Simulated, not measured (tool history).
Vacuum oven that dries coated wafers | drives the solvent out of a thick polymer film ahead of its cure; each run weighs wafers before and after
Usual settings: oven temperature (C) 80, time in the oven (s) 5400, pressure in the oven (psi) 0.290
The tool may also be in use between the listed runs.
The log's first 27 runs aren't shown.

run,hour,oven temperature (C),time in the oven (s),pressure in the oven (psi),solvent left in the film (%)
28,450.6,91,7140,0.315,2.10
29,473.0,72,4620,0.519,10.14
30,488.5,72,4620,0.519,10.23
31,505.5,77,3540,0.290,6.82
32,529.7,80,2880,0.358,6.88
33,555.3,67,2880,0.464,12.96
34,566.1,67,2880,0.464,12.87
35,577.8,83,4260,0.344,4.24
36,591.6,83,3180,0.152,3.65

The next listed run, before its measurement:
37,602.5,94,5580,0.889,?

Run 37 gave solvent left in the film (%) 5.14.
Without the tool's hidden state the same run would have given solvent left in the film (%) 5.13.
